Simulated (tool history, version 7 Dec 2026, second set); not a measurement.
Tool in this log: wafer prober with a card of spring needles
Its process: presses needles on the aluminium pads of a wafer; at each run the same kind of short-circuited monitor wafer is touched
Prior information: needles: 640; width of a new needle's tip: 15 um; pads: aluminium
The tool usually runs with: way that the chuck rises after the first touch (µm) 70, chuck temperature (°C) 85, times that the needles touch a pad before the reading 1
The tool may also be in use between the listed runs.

run     day  way that the chuck rises after the first touch (µm)  chuck temperature (°C)  times that the needles touch a pad before the reading  resistance of one needle with its contact and lead (mohm)  way that a needle slides on the pad (µm)
  1   0.000                                                   70                      85                                                      1                                                        187                                     17.37
  2   1.117                                                   70                      85                                                      1                                                        169                                     17.96
  3   3.729                                                   70                      85                                                      1                                                        177                                     17.90
  4   6.038                                                   70                      85                                                      1                                                        198                                     17.86
  5   7.446                                                   70                      85                                                      2                                                        173                                     17.79
  6   9.862                                                   70                      85                                                      2                                                        175                                     17.70
  7  12.125                                                   70                      47                                                      2                                                        172                                     17.53
  8  13.900                                                   70                      47                                                      2                                                        176                                     17.55
  9  15.600                                                   70                      47                                                      2                                                        179                                     17.20
 10  18.242                                                   70                      47                                                      2                                                        160                                     16.94
 11  19.433                                                   70                      47                                                      2                                                        176                                     18.43
 12  22.042                                                   63                      85                                                      3                                                        181                                     16.47
 13  24.521                                                   63                      85                                                      3                                                        175                                     16.14
 14  26.179                                                   56                      86                                                      2                                                        202                                     14.14
 15  27.929                                                   61                      51                                                      1                                                        166                                     15.19
 16  29.846                                                   61                      51                                                      1                                                        181                                     15.07
 17  33.000                                                   54                      88                                                      2                                                        174                                     13.79
 18  35.654                                                   57                      85                                                      1                                                        174                                     14.55
 19  38.142                                                   51                     103                                                      1                                                        203                                     12.73
 20  40.492                                                   51                     103                                                      1                                                        166                                     12.80
 21  42.621                                                   51                     103                                                      1                                                        202                                     12.50
 22  44.162                                                   70                      85                                                      1                                                        175                                     17.44

Not shown here: 138 entries made in the log between runs. Locate each between two listed runs and compare the hidden state at the listed run before it with the hidden state at the listed run after it:
Logged between run 1 and run 2: tips cleaned on abrasive film (day 0.146); tips cleaned on abrasive film (day 0.438); tips cleaned on abrasive film (day 0.800); height of the first contact set anew (day 0.883); tips cleaned on abrasive film (day 1.104)
  debris on the tips, nm: 66 -> 19; way that the needles fall short of the set height, um: 4.01 -> 0.07; tips' diameter, um: 17.92 -> 19.36
  the result without the hidden state subtracted from the measured one, resistance of one needle with its contact and lead (mohm): +33 -> +12; way that a needle slides on the pad (µm): -1.05 -> -0.01
Logged between run 2 and run 3: tips cleaned on abrasive film (day 1.408); tips cleaned on abrasive film (day 1.771); tips cleaned on abrasive film (day 2.129); tips cleaned on abrasive film (day 2.421); tips cleaned on abrasive film (day 2.712); tips cleaned on abrasive film (day 3.004); tips cleaned on abrasive film (day 3.362); tips cleaned on abrasive film (day 3.654)
  debris on the tips, nm: 19 -> 43.7; way that the needles fall short of the set height, um: 0.07 -> 0.74; tips' diameter, um: 19.36 -> 19.59
  the result without the hidden state subtracted from the measured one, resistance of one needle with its contact and lead (mohm): +12 -> +24; way that a needle slides on the pad (µm): -0.01 -> -0.20
Logged between run 3 and run 4: tips cleaned on abrasive film (day 3.950); tips cleaned on abrasive film (day 4.312); tips cleaned on abrasive film (day 4.671); tips cleaned on abrasive film (day 4.962); tips cleaned on abrasive film (day 5.254); tips cleaned on abrasive film, once more (day 5.400); tips cleaned on abrasive film (day 5.762)
  debris on the tips, nm: 43.7 -> 78.5; way that the needles fall short of the set height, um: 0.74 -> 1.29; tips' diameter, um: 19.59 -> 19.78
  the result without the hidden state subtracted from the measured one, resistance of one needle with its contact and lead (mohm): +24 -> +42; way that a needle slides on the pad (µm): -0.20 -> -0.34
Logged between run 4 and run 5: tips cleaned on abrasive film (day 6.112); tips cleaned on abrasive film (day 6.404); tips cleaned on abrasive film (day 6.767); tips cleaned on abrasive film (day 7.054); tips cleaned on abrasive film (day 7.346)
  debris on the tips, nm: 78.5 -> 55.6; way that the needles fall short of the set height, um: 1.29 -> 1.7; tips' diameter, um: 19.78 -> 19.93
  the result without the hidden state subtracted from the measured one, resistance of one needle with its contact and lead (mohm): +42 -> +20; way that a needle slides on the pad (µm): -0.34 -> -0.44
Logged between run 5 and run 6: tips cleaned on abrasive film (day 7.662); tips cleaned on abrasive film (day 8.025); tips cleaned on abrasive film (day 8.317); tips cleaned on abrasive film (day 8.679); tips cleaned on abrasive film (day 8.971); tips cleaned on abrasive film (day 9.333); tips cleaned on abrasive film (day 9.692)
  debris on the tips, nm: 55.6 -> 62.4; way that the needles fall short of the set height, um: 1.7 -> 2.26; tips' diameter, um: 19.93 -> 20.12
  the result without the hidden state subtracted from the measured one, resistance of one needle with its contact and lead (mohm): +20 -> +23; way that a needle slides on the pad (µm): -0.44 -> -0.59
Logged between run 6 and run 7: tips cleaned on abrasive film (day 10.008); tips cleaned on abrasive film (day 10.300); tips cleaned on abrasive film (day 10.588); tips cleaned on abrasive film (day 10.950); tips cleaned on abrasive film (day 11.312); tips cleaned on abrasive film (day 11.604); tips cleaned on abrasive film (day 11.967)
  debris on the tips, nm: 62.4 -> 60; way that the needles fall short of the set height, um: 2.26 -> 2.82; tips' diameter, um: 20.12 -> 20.32
  the result without the hidden state subtracted from the measured one, resistance of one needle with its contact and lead (mohm): +23 -> +25; way that a needle slides on the pad (µm): -0.59 -> -0.74
Logged between run 7 and run 8: tips cleaned on abrasive film (day 12.271); tips cleaned on abrasive film (day 12.633); tips cleaned on abrasive film (day 12.925); tips cleaned on abrasive film (day 13.288); tips cleaned on abrasive film (day 13.650)
  debris on the tips, nm: 60 -> 77; way that the needles fall short of the set height, um: 2.82 -> 3.27; tips' diameter, um: 20.32 -> 20.48
  the result without the hidden state subtracted from the measured one, resistance of one needle with its contact and lead (mohm): +25 -> +30; way that a needle slides on the pad (µm): -0.74 -> -0.86
Logged between run 8 and run 9: tips cleaned on abrasive film (day 13.975); tips cleaned on abrasive film (day 14.338); tips cleaned on abrasive film (day 14.700); tips cleaned on abrasive film (day 15.062); tips cleaned on abrasive film (day 15.354)
  debris on the tips, nm: 77 -> 79.1; way that the needles fall short of the set height, um: 3.27 -> 3.71; tips' diameter, um: 20.48 -> 20.63
  the result without the hidden state subtracted from the measured one, resistance of one needle with its contact and lead (mohm): +30 -> +32; way that a needle slides on the pad (µm): -0.86 -> -0.96
Logged between run 9 and run 10: tips cleaned on abrasive film (day 15.679); tips cleaned on abrasive film (day 15.967); tips cleaned on abrasive film (day 16.258); tips cleaned on abrasive film (day 16.621); tips cleaned on abrasive film (day 16.983); tips cleaned on abrasive film (day 17.275); tips cleaned on abrasive film (day 17.562); tips cleaned on abrasive film (day 17.854); tips cleaned on abrasive film (day 18.217)
  debris on the tips, nm: 79.1 -> 24.8; way that the needles fall short of the set height, um: 3.71 -> 4.45; tips' diameter, um: 20.63 -> 20.89
  the result without the hidden state subtracted from the measured one, resistance of one needle with its contact and lead (mohm): +32 -> +14; way that a needle slides on the pad (µm): -0.96 -> -1.15
Logged between run 10 and run 11: tips cleaned on abrasive film (day 18.529); height of the first contact set anew (day 18.617); tips cleaned on abrasive film (day 18.833); tips cleaned on abrasive film (day 19.196)
  debris on the tips, nm: 24.8 -> 75.5; way that the needles fall short of the set height, um: 4.45 -> 0.15; tips' diameter, um: 20.89 -> 20.97
  the result without the hidden state subtracted from the measured one, resistance of one needle with its contact and lead (mohm): +14 -> +28; way that a needle slides on the pad (µm): -1.15 -> -0.04
Logged between run 11 and run 12: tips cleaned on abrasive film (day 19.512); tips cleaned on abrasive film (day 19.871); tips cleaned on abrasive film (day 20.162); tips cleaned on abrasive film (day 20.525); tips cleaned on abrasive film (day 20.817); tips cleaned on abrasive film (day 21.179); tips cleaned on abrasive film (day 21.467); tips cleaned on abrasive film (day 21.758)
  debris on the tips, nm: 75.5 -> 80.4; way that the needles fall short of the set height, um: 0.15 -> 0.82; tips' diameter, um: 20.97 -> 21.21
  the result without the hidden state subtracted from the measured one, resistance of one needle with its contact and lead (mohm): +28 -> +24; way that a needle slides on the pad (µm): -0.04 -> -0.22
Logged between run 12 and run 13: tips cleaned on abrasive film (day 22.117); tips cleaned on abrasive film (day 22.408); tips cleaned on abrasive film (day 22.700); tips cleaned on abrasive film (day 22.992); tips cleaned on abrasive film (day 23.350); tips cleaned on abrasive film (day 23.642); tips cleaned on abrasive film (day 24.004); tips cleaned on abrasive film (day 24.367)
  debris on the tips, nm: 80.4 -> 62.6; way that the needles fall short of the set height, um: 0.82 -> 1.57; tips' diameter, um: 21.21 -> 21.47
  the result without the hidden state subtracted from the measured one, resistance of one needle with its contact and lead (mohm): +24 -> +21; way that a needle slides on the pad (µm): -0.22 -> -0.41
Logged between run 13 and run 14: tips cleaned on abrasive film (day 24.671); tips cleaned on abrasive film (day 25.033); tips cleaned on abrasive film (day 25.321); tips cleaned on abrasive film (day 25.683); tips cleaned on abrasive film (day 25.975)
  debris on the tips, nm: 62.6 -> 71.4; way that the needles fall short of the set height, um: 1.57 -> 1.99; tips' diameter, um: 21.47 -> 21.62
  the result without the hidden state subtracted from the measured one, resistance of one needle with its contact and lead (mohm): +21 -> +44; way that a needle slides on the pad (µm): -0.41 -> -0.52
Logged between run 14 and run 15: tips cleaned on abrasive film (day 26.325); tips cleaned on abrasive film (day 26.617); tips cleaned on abrasive film (day 26.979); tips cleaned on abrasive film (day 27.271); tips cleaned on abrasive film (day 27.629); tips cleaned on abrasive film (day 27.921)
  debris on the tips, nm: 71.4 -> 11.2; way that the needles fall short of the set height, um: 1.99 -> 2.46; tips' diameter, um: 21.62 -> 21.78
  the result without the hidden state subtracted from the measured one, resistance of one needle with its contact and lead (mohm): +44 -> +15; way that a needle slides on the pad (µm): -0.52 -> -0.64
Logged between run 15 and run 16: tips cleaned on abrasive film (day 28.217); tips cleaned on abrasive film (day 28.508); tips cleaned on abrasive film (day 28.800); tips cleaned on abrasive film (day 29.092); tips cleaned on abrasive film (day 29.450); tips cleaned on abrasive film (day 29.812)
  debris on the tips, nm: 11.2 -> 27.1; way that the needles fall short of the set height, um: 2.46 -> 2.96; tips' diameter, um: 21.78 -> 21.96
  the result without the hidden state subtracted from the measured one, resistance of one needle with its contact and lead (mohm): +15 -> +28; way that a needle slides on the pad (µm): -0.64 -> -0.77
Logged between run 16 and run 17: tips cleaned on abrasive film (day 30.138); tips cleaned on abrasive film (day 30.425); tips cleaned on abrasive film (day 30.717); card fitted with new needles (day 31.217); tips cleaned on abrasive film (day 31.579); tips cleaned on abrasive film (day 31.871); tips cleaned on abrasive film (day 32.158); tips cleaned on abrasive film (day 32.521); tips cleaned on abrasive film (day 32.883)
  debris on the tips, nm: 27.1 -> 54.5; way that the needles fall short of the set height, um: 2.96 -> 0.43; tips' diameter, um: 21.96 -> 15.15
  the result without the hidden state subtracted from the measured one, resistance of one needle with its contact and lead (mohm): +28 -> +17; way that a needle slides on the pad (µm): -0.77 -> -0.12
Logged between run 17 and run 18: tips cleaned on abrasive film (day 33.221); tips cleaned on abrasive film (day 33.583); tips cleaned on abrasive film (day 33.875); tips cleaned on abrasive film (day 34.238); tips cleaned on abrasive film (day 34.596); tips cleaned on abrasive film (day 34.958); tips cleaned on abrasive film (day 35.250); tips cleaned on abrasive film (day 35.612)
  debris on the tips, nm: 54.5 -> 29.3; way that the needles fall short of the set height, um: 0.43 -> 1.14; tips' diameter, um: 15.15 -> 15.4
  the result without the hidden state subtracted from the measured one, resistance of one needle with its contact and lead (mohm): +17 -> +15; way that a needle slides on the pad (µm): -0.12 -> -0.30
Logged between run 18 and run 19: tips cleaned on abrasive film (day 35.946); tips cleaned on abrasive film (day 36.308); tips cleaned on abrasive film (day 36.600); tips cleaned on abrasive film (day 36.958); tips cleaned on abrasive film (day 37.250); tips cleaned on abrasive film (day 37.612); tips cleaned on abrasive film (day 37.975)
  debris on the tips, nm: 29.3 -> 66.5; way that the needles fall short of the set height, um: 1.14 -> 1.73; tips' diameter, um: 15.4 -> 15.6
  the result without the hidden state subtracted from the measured one, resistance of one needle with its contact and lead (mohm): +15 -> +40; way that a needle slides on the pad (µm): -0.30 -> -0.45
Logged between run 19 and run 20: tips cleaned on abrasive film (day 38.292); tips cleaned on abrasive film (day 38.579); tips cleaned on abrasive film (day 38.942); tips cleaned on abrasive film (day 39.233); tips cleaned on abrasive film (day 39.525); tips cleaned on abrasive film (day 39.883); tips cleaned on abrasive film (day 40.175); tips cleaned on abrasive film (day 40.492)
  debris on the tips, nm: 66.5 -> 5.4; way that the needles fall short of the set height, um: 1.73 -> 2.4; tips' diameter, um: 15.6 -> 15.84
  the result without the hidden state subtracted from the measured one, resistance of one needle with its contact and lead (mohm): +40 -> +6; way that a needle slides on the pad (µm): -0.45 -> -0.63
Logged between run 20 and run 21: tips cleaned on abrasive film (day 40.854); tips cleaned on abrasive film (day 41.146); tips cleaned on abrasive film (day 41.504); tips cleaned on abrasive film (day 41.796); tips cleaned on abrasive film (day 42.088); tips cleaned on abrasive film (day 42.450)
  debris on the tips, nm: 5.4 -> 61.2; way that the needles fall short of the set height, um: 2.4 -> 2.9; tips' diameter, um: 15.84 -> 16.02
  the result without the hidden state subtracted from the measured one, resistance of one needle with its contact and lead (mohm): +6 -> +41; way that a needle slides on the pad (µm): -0.63 -> -0.76
Logged between run 21 and run 22: tips cleaned on abrasive film (day 42.767); tips cleaned on abrasive film (day 43.129); tips cleaned on abrasive film (day 43.421); tips cleaned on abrasive film (day 43.783); tips cleaned on abrasive film (day 44.071)
  debris on the tips, nm: 61.2 -> 48.6; way that the needles fall short of the set height, um: 2.9 -> 3.31; tips' diameter, um: 16.02 -> 16.16
  the result without the hidden state subtracted from the measured one, resistance of one needle with its contact and lead (mohm): +41 -> +20; way that a needle slides on the pad (µm): -0.76 -> -0.86
